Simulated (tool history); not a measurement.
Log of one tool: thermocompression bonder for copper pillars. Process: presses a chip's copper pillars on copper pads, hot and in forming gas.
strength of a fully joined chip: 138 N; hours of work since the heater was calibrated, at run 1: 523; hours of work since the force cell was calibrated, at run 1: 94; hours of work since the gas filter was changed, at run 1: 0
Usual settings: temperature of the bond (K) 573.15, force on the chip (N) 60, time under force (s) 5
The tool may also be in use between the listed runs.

| run | hour | temperature of the bond (K) | force on the chip (N) | time under force (s) | hours of work since the heater was calibrated | hours of work since the force cell was calibrated | hours of work since the gas filter was changed | force that shears a chip off (N) |
|---|---|---|---|---|---|---|---|---|
| 1 | 0 | 573.15 | 60 | 5 | 523 | 94 | 0 | 80.8 |
| 2 | 49.5 | 573.15 | 60 | 5 | 544 | 114 | 20 | 78.5 |
| 3 | 103.4 | 573.15 | 60 | 5 | 566 | 136 | 42 | 80.9 |
| 4 | 151.4 | 573.15 | 81 | 5 | 585 | 155 | 62 | 96.5 |
| 5 | 194.8 | 573.15 | 60 | 5 | 603 | 173 | 79 | 79.6 |
| 6 | 241.5 | 573.15 | 60 | 5 | 622 | 192 | 98 | 80.9 |
| 7 | 272.1 | 573.15 | 60 | 5 | 634 | 205 | 111 | 81.3 |
| 8 | 320.5 | 573.15 | 69 | 5 | 654 | 224 | 131 | 84.9 |
| 9 | 370.4 | 573.15 | 69 | 5 | 674 | 245 | 151 | 86.8 |
|  | 388.2 | forming gas filter changed |
| 10 | 412.3 | 573.15 | 69 | 5 | 691 | 261 | 10 | 88 |
| 11 | 456 | 573.15 | 69 | 5 | 709 | 279 | 28 | 89.8 |
| 12 | 500.9 | 562.15 | 60 | 5 | 727 | 298 | 46 | 72.5 |
| 13 | 546.9 | 596.15 | 60 | 5 | 746 | 316 | 65 | 99.4 |
| 14 | 575.4 | 600.15 | 60 | 5 | 758 | 328 | 76 | 101.3 |
| 15 | 634.8 | 600.15 | 60 | 5 | 782 | 352 | 100 | 98.6 |
| 16 | 682.4 | 573.15 | 60 | 11 | 801 | 371 | 120 | 100.1 |
| 17 | 717.6 | 573.15 | 60 | 11 | 816 | 386 | 134 | 99.2 |
| 18 | 766.7 | 573.15 | 60 | 11 | 836 | 406 | 154 | 98.9 |
|  | 780.3 | forming gas filter changed |
| 19 | 808.4 | 573.15 | 50 | 5 | 852 | 423 | 11 | 73.6 |
| 20 | 845.3 | 573.15 | 60 | 5 | 867 | 438 | 26 | 83.4 |
| 21 | 869.6 | 576.15 | 66 | 7 | 877 | 448 | 36 | 100.5 |
| 22 | 918.1 | 556.15 | 40 | 7 | 897 | 467 | 56 | 57.5 |
| 23 | 949.3 | 556.15 | 40 | 7 | 910 | 480 | 69 | 58.9 |
| 24 | 1009.1 | 547.15 | 55 | 5 | 934 | 504 | 93 | 58.8 |
| 25 | 1061.7 | 584.15 | 53 | 9 | 955 | 526 | 115 | 99.1 |
| 26 | 1103.1 | 584.15 | 53 | 9 | 972 | 543 | 131 | 97.5 |
| 27 | 1129.9 | 545.15 | 53 | 5 | 983 | 554 | 142 | 55.9 |
|  | 1171.2 | forming gas filter changed |
| 28 | 1185.9 | 573.15 | 57 | 5 | 1006 | 576 | 6 | 82.6 |
| 29 | 1210.1 | 596.15 | 57 | 5 | 1016 | 586 | 16 | 98.1 |
| 30 | 1254 | 592.15 | 49 | 13 | 1034 | 604 | 34 | 110 |
| 31 | 1296.5 | 552.15 | 80 | 4 | 1051 | 621 | 51 | 77.1 |
| 32 | 1330.7 | 552.15 | 80 | 4 | 1065 | 635 | 65 | 76.7 |
| 33 | 1354.9 | 550.15 | 60 | 3 | 1075 | 645 | 75 | 53.5 |
| 34 | 1383.6 | 573.15 | 60 | 3 | 1086 | 657 | 87 | 72.8 |
|  | 1404.6 | heater calibrated with a thermocouple chip |
| 35 | 1427.4 | 549.15 | 52 | 7 | 9 | 674 | 104 | 60.2 |
| 36 | 1461 | 550.15 | 67 | 3 | 23 | 687 | 117 | 54.3 |
| 37 | 1511.4 | 573.15 | 68 | 9 | 43 | 708 | 138 | 97.6 |
|  | 1562.3 | forming gas filter changed |
| 38 | 1570.8 | 561.15 | 60 | 5 | 67 | 732 | 3 | 68.8 |
| 39 | 1609.4 | 561.15 | 60 | 5 | 83 | 748 | 19 | 69.1 |
| 40 | 1663.1 | 561.15 | 48 | 5 | 105 | 769 | 41 | 59.4 |

The same runs without the tool's hidden state, with the same run-to-run variation:
The hidden state here: true temperature of the bond over the reading, C; force that reaches the chip, % of what is set; oxide that the forming gas leaves, % of the face; drift of the gauge itself on shear_n, %.
| run | force that shears a chip off (N) |
|---|---|
| 1 | 77.6 |
| 2 | 75.5 |
| 3 | 78 |
| 4 | 93.9 |
| 5 | 77 |
| 6 | 78.4 |
| 7 | 78.9 |
| 8 | 82.8 |
| 9 | 84.9 |
| 10 | 83.6 |
| 11 | 85.5 |
| 12 | 68.4 |
| 13 | 96 |
| 14 | 98.2 |
| 15 | 95.9 |
| 16 | 97.1 |
| 17 | 96.4 |
| 18 | 96.4 |
| 19 | 68.2 |
| 20 | 77.9 |
| 21 | 95.2 |
| 22 | 52.7 |
| 23 | 54 |
| 24 | 53.9 |
| 25 | 95 |
| 26 | 93.8 |
| 27 | 51.3 |
| 28 | 75.5 |
| 29 | 91.7 |
| 30 | 104.4 |
| 31 | 70 |
| 32 | 69.6 |
| 33 | 47.6 |
| 34 | 66.5 |
| 35 | 60 |
| 36 | 54.1 |
| 37 | 98.4 |
| 38 | 66.9 |
| 39 | 67.4 |
| 40 | 57.8 |
